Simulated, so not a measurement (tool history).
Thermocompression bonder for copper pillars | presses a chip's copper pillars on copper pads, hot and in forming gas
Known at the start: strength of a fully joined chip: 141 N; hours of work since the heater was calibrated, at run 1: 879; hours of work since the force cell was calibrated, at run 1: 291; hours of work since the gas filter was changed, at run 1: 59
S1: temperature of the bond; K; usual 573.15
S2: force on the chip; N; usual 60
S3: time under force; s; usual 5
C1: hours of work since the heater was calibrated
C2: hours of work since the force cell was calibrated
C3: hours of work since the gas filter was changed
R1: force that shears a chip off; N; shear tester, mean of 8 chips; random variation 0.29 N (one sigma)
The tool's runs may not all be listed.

| run | hour | S1 | S2 | S3 | C1 | C2 | C3 | R1 |
|---|---|---|---|---|---|---|---|---|
| 1 | 0.0 | 573.15 | 60 | 5 | 879 | 291 | 59 | 46.3 |
| 2 | 8.7 | 573.15 | 60 | 5 | 886 | 298 | 66 | 46.3 |
| 3 | 18.2 | 573.15 | 60 | 5 | 894 | 305 | 73 | 46.8 |
| 4 | 26.2 | 573.15 | 60 | 5 | 900 | 312 | 80 | 45.8 |
| 5 | 35.0 | 573.15 | 60 | 5 | 907 | 318 | 87 | 47.3 |
| 6 | 42.2 | 573.15 | 60 | 5 | 912 | 324 | 92 | 47.0 |
| 7 | 51.5 | 573.15 | 60 | 5 | 920 | 331 | 100 | 46.5 |
| 8 | 62.7 | 553.15 | 60 | 5 | 928 | 340 | 108 | 37.7 |
| 9 | 73.8 | 553.15 | 60 | 5 | 937 | 349 | 117 | 37.5 |
| 10 | 81.5 | 553.15 | 60 | 5 | 943 | 355 | 123 | 37.4 |
| 11 | 86.5 | 553.15 | 60 | 13 | 947 | 359 | 127 | 55.8 |
| 12 | 96.5 | 553.15 | 60 | 13 | 955 | 367 | 135 | 55.8 |
| 13 | 102.9 | 553.15 | 73 | 13 | 960 | 372 | 140 | 65.1 |
|  | 105.1 | force cell calibrated |
| 14 | 110.0 | 575.15 | 73 | 3 | 964 | 4 | 144 | 46.4 |
| 15 | 118.8 | 585.15 | 60 | 8 | 971 | 11 | 151 | 63.0 |
| 16 | 123.5 | 585.15 | 60 | 8 | 975 | 14 | 155 | 62.5 |
| 17 | 128.5 | 563.15 | 72 | 3 | 979 | 18 | 159 | 40.1 |
| 18 | 138.9 | 583.15 | 44 | 4 | 987 | 27 | 167 | 34.7 |
| 19 | 147.3 | 602.15 | 72 | 4 | 994 | 33 | 173 | 64.0 |
| 20 | 158.3 | 573.15 | 72 | 7 | 1002 | 42 | 182 | 61.7 |
|  | 163.3 | force cell calibrated, once more |
| 21 | 167.9 | 554.15 | 74 | 7 | 1009 | 4 | 188 | 51.8 |
| 22 | 173.7 | 595.15 | 60 | 5 | 1013 | 8 | 193 | 55.8 |
| 23 | 181.4 | 548.15 | 49 | 7 | 1019 | 14 | 199 | 32.8 |
| 24 | 190.6 | 548.15 | 51 | 7 | 1026 | 21 | 206 | 34.3 |
| 25 | 201.6 | 548.15 | 51 | 7 | 1035 | 30 | 215 | 34.0 |
| 26 | 207.0 | 547.15 | 88 | 7 | 1039 | 34 | 219 | 55.1 |

Hidden state at the last listed run before each entry between runs and at the first one after, where it differs:
Between runs 13 and 14: force cell calibrated (hour 105.1)
  true temperature of the bond over the reading, C: -8.7 -> -8.8; force that reaches the chip, % of what is set: 102 -> 102.9; oxide that the forming gas leaves, % of the face: 1.81 -> 1.83
  measured less the result without the state, R1: -5.1 -> -3.4 N
Between runs 20 and 21: force cell calibrated, once more (hour 163.3)
  force that reaches the chip, % of what is set: 103.1 -> 100.2; oxide that the forming gas leaves, % of the face: 2.13 -> 2.18
  measured less the result without the state, R1: -4.6 -> -5.8 N
